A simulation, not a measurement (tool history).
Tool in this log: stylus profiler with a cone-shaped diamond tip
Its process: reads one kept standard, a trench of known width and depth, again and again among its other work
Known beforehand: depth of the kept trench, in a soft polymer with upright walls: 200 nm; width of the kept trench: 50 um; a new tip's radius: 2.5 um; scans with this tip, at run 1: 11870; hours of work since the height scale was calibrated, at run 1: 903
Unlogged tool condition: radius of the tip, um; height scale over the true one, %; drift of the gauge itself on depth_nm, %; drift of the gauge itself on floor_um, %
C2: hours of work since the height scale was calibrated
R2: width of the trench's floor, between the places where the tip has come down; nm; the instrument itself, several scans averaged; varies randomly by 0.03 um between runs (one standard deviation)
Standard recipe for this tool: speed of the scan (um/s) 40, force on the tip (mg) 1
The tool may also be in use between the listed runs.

run 1 day=0 | speed_of_the_scan_(um/s)=40 force_on_the_tip_(mg)=1 | scans_with_this_tip=11870 C2=903 | depth_of_the_trench_(nm)=202.49 R2=47360
run 2 day=1.367 | speed_of_the_scan_(um/s)=40 force_on_the_tip_(mg)=1 | scans_with_this_tip=12213 C2=929 | depth_of_the_trench_(nm)=202.47 R2=47350
-- day=3 height scale calibrated on a step standard
run 3 day=3.254 | speed_of_the_scan_(um/s)=40 force_on_the_tip_(mg)=1 | scans_with_this_tip=12683 C2=5 | depth_of_the_trench_(nm)=201.81 R2=47350
run 4 day=5.304 | speed_of_the_scan_(um/s)=40 force_on_the_tip_(mg)=1.26 | scans_with_this_tip=13198 C2=44 | depth_of_the_trench_(nm)=202.12 R2=47310
run 5 day=7.421 | speed_of_the_scan_(um/s)=22 force_on_the_tip_(mg)=1 | scans_with_this_tip=13731 C2=85 | depth_of_the_trench_(nm)=201.9 R2=47470
run 6 day=10.208 | speed_of_the_scan_(um/s)=22 force_on_the_tip_(mg)=1 | scans_with_this_tip=14432 C2=138 | depth_of_the_trench_(nm)=201.85 R2=47460
run 7 day=12.692 | speed_of_the_scan_(um/s)=22 force_on_the_tip_(mg)=1 | scans_with_this_tip=15056 C2=185 | depth_of_the_trench_(nm)=201.89 R2=47370
run 8 day=14.954 | speed_of_the_scan_(um/s)=40 force_on_the_tip_(mg)=1.04 | scans_with_this_tip=15626 C2=229 | depth_of_the_trench_(nm)=202.04 R2=47320
run 9 day=16.821 | speed_of_the_scan_(um/s)=40 force_on_the_tip_(mg)=1.04 | scans_with_this_tip=16095 C2=265 | depth_of_the_trench_(nm)=202.06 R2=47270
run 10 day=19.512 | speed_of_the_scan_(um/s)=40 force_on_the_tip_(mg)=1 | scans_with_this_tip=16772 C2=316 | depth_of_the_trench_(nm)=201.96 R2=47200
run 11 day=21.888 | speed_of_the_scan_(um/s)=40 force_on_the_tip_(mg)=0.74 | scans_with_this_tip=17370 C2=362 | depth_of_the_trench_(nm)=201.73 R2=47160
run 12 day=24.275 | speed_of_the_scan_(um/s)=40 force_on_the_tip_(mg)=0.74 | scans_with_this_tip=17971 C2=407 | depth_of_the_trench_(nm)=201.79 R2=47180
run 13 day=26.488 | speed_of_the_scan_(um/s)=40 force_on_the_tip_(mg)=0.74 | scans_with_this_tip=18527 C2=450 | depth_of_the_trench_(nm)=201.77 R2=47150
run 14 day=29.308 | speed_of_the_scan_(um/s)=40 force_on_the_tip_(mg)=0.36 | scans_with_this_tip=19236 C2=504 | depth_of_the_trench_(nm)=201.21 R2=46970
run 15 day=32.104 | speed_of_the_scan_(um/s)=40 force_on_the_tip_(mg)=0.36 | scans_with_this_tip=19940 C2=557 | depth_of_the_trench_(nm)=201.27 R2=46880
run 16 day=34.146 | speed_of_the_scan_(um/s)=40 force_on_the_tip_(mg)=0.36 | scans_with_this_tip=20453 C2=596 | depth_of_the_trench_(nm)=201.3 R2=46920
run 17 day=36.262 | speed_of_the_scan_(um/s)=40 force_on_the_tip_(mg)=0.36 | scans_with_this_tip=20985 C2=637 | depth_of_the_trench_(nm)=201.26 R2=46920
run 18 day=38.712 | speed_of_the_scan_(um/s)=40 force_on_the_tip_(mg)=0.36 | scans_with_this_tip=21602 C2=684 | depth_of_the_trench_(nm)=201.34 R2=46920
run 19 day=40.125 | speed_of_the_scan_(um/s)=40 force_on_the_tip_(mg)=0.36 | scans_with_this_tip=21957 C2=711 | depth_of_the_trench_(nm)=201.38 R2=46880
run 20 day=42.088 | speed_of_the_scan_(um/s)=48 force_on_the_tip_(mg)=0.36 | scans_with_this_tip=22451 C2=748 | depth_of_the_trench_(nm)=201.34 R2=46730
run 21 day=43.679 | speed_of_the_scan_(um/s)=40 force_on_the_tip_(mg)=1 | scans_with_this_tip=22851 C2=779 | depth_of_the_trench_(nm)=202.32 R2=47020
run 22 day=46.667 | speed_of_the_scan_(um/s)=40 force_on_the_tip_(mg)=1 | scans_with_this_tip=23602 C2=836 | depth_of_the_trench_(nm)=202.4 R2=47070
run 23 day=49.629 | speed_of_the_scan_(um/s)=40 force_on_the_tip_(mg)=1 | scans_with_this_tip=24348 C2=892 | depth_of_the_trench_(nm)=202.41 R2=47020
run 24 day=52.458 | speed_of_the_scan_(um/s)=96 force_on_the_tip_(mg)=1.37 | scans_with_this_tip=25059 C2=947 | depth_of_the_trench_(nm)=202.9 R2=46690
-- day=53.192 height scale calibrated on a step standard
run 25 day=54.758 | speed_of_the_scan_(um/s)=40 force_on_the_tip_(mg)=1.89 | scans_with_this_tip=25632 C2=30 | depth_of_the_trench_(nm)=202.92 R2=47060
run 26 day=57.079 | speed_of_the_scan_(um/s)=13 force_on_the_tip_(mg)=0.55 | scans_with_this_tip=26216 C2=74 | depth_of_the_trench_(nm)=201.29 R2=47190
run 27 day=59.804 | speed_of_the_scan_(um/s)=13 force_on_the_tip_(mg)=0.55 | scans_with_this_tip=26902 C2=127 | depth_of_the_trench_(nm)=201.36 R2=47130
run 28 day=61.538 | speed_of_the_scan_(um/s)=30 force_on_the_tip_(mg)=1.82 | scans_with_this_tip=27337 C2=160 | depth_of_the_trench_(nm)=202.98 R2=47070
run 29 day=64.204 | speed_of_the_scan_(um/s)=30 force_on_the_tip_(mg)=1.82 | scans_with_this_tip=28009 C2=211 | depth_of_the_trench_(nm)=203 R2=47090
run 30 day=65.817 | speed_of_the_scan_(um/s)=40 force_on_the_tip_(mg)=2.78 | scans_with_this_tip=28414 C2=242 | depth_of_the_trench_(nm)=203.93 R2=47050
run 31 day=67.738 | speed_of_the_scan_(um/s)=61 force_on_the_tip_(mg)=2.11 | scans_with_this_tip=28897 C2=278 | depth_of_the_trench_(nm)=203.29 R2=46890
run 32 day=70.708 | speed_of_the_scan_(um/s)=116 force_on_the_tip_(mg)=1 | scans_with_this_tip=29644 C2=335 | depth_of_the_trench_(nm)=202.16 R2=46270
run 33 day=72.758 | speed_of_the_scan_(um/s)=13 force_on_the_tip_(mg)=1.43 | scans_with_this_tip=30160 C2=375 | depth_of_the_trench_(nm)=202.69 R2=47140
run 34 day=73.967 | speed_of_the_scan_(um/s)=11 force_on_the_tip_(mg)=0.41 | scans_with_this_tip=30464 C2=398 | depth_of_the_trench_(nm)=201.34 R2=47070
-- day=76.417 new tip fitted, height scale calibrated
run 35 day=76.417 | speed_of_the_scan_(um/s)=29 force_on_the_tip_(mg)=1.23 | scans_with_this_tip=0 C2=0 | depth_of_the_trench_(nm)=202.25 R2=47800
run 36 day=78.621 | speed_of_the_scan_(um/s)=13 force_on_the_tip_(mg)=1.11 | scans_with_this_tip=554 C2=42 | depth_of_the_trench_(nm)=202.17 R2=47930
run 37 day=80.079 | speed_of_the_scan_(um/s)=65 force_on_the_tip_(mg)=0.82 | scans_with_this_tip=921 C2=70 | depth_of_the_trench_(nm)=201.85 R2=47390
run 38 day=82.021 | speed_of_the_scan_(um/s)=65 force_on_the_tip_(mg)=0.82 | scans_with_this_tip=1409 C2=107 | depth_of_the_trench_(nm)=201.82 R2=47410
run 39 day=84.812 | speed_of_the_scan_(um/s)=51 force_on_the_tip_(mg)=1 | scans_with_this_tip=2111 C2=161 | depth_of_the_trench_(nm)=202.11 R2=47560
run 40 day=86.838 | speed_of_the_scan_(um/s)=51 force_on_the_tip_(mg)=1 | scans_with_this_tip=2621 C2=199 | depth_of_the_trench_(nm)=202.17 R2=47540
run 41 day=89.233 | speed_of_the_scan_(um/s)=16 force_on_the_tip_(mg)=1.27 | scans_with_this_tip=3223 C2=245 | depth_of_the_trench_(nm)=202.41 R2=47880
run 42 day=91.671 | speed_of_the_scan_(um/s)=16 force_on_the_tip_(mg)=1.27 | scans_with_this_tip=3837 C2=292 | depth_of_the_trench_(nm)=202.46 R2=47800
run 43 day=93.488 | speed_of_the_scan_(um/s)=70 force_on_the_tip_(mg)=0.41 | scans_with_this_tip=4293 C2=327 | depth_of_the_trench_(nm)=201.41 R2=47020
run 44 day=95.429 | speed_of_the_scan_(um/s)=35 force_on_the_tip_(mg)=1.3 | scans_with_this_tip=4781 C2=364 | depth_of_the_trench_(nm)=202.66 R2=47600
run 45 day=98.317 | speed_of_the_scan_(um/s)=39 force_on_the_tip_(mg)=1.6 | scans_with_this_tip=5508 C2=419 | depth_of_the_trench_(nm)=203 R2=47610

Hidden state at the last listed run before each entry between runs and at the first one after, where it differs:
Between runs 2 and 3: height scale calibrated on a step standard (day 3)
  radius of the tip, um: 3.47 -> 3.52; height scale over the true one, %: 0.343 -> -0.041
  difference, measured minus the result without the unlogged condition, depth of the trench (nm): +0.69 -> -0.08; R2: -360 -> -380 nm
Between runs 24 and 25: height scale calibrated on a step standard (day 53.192)
  radius of the tip, um: 4.54 -> 4.59; height scale over the true one, %: 0.301 -> 0.031
  difference, measured minus the result without the unlogged condition, depth of the trench (nm): +0.61 -> +0.07; R2: -700 -> -720 nm
Between runs 34 and 35: new tip fitted, height scale calibrated (day 76.417)
  radius of the tip, um: 4.99 -> 2.52; height scale over the true one, %: 0.163 -> 0.053
  difference, measured minus the result without the unlogged condition, depth of the trench (nm): +0.33 -> +0.11; R2: -830 -> +0 nm
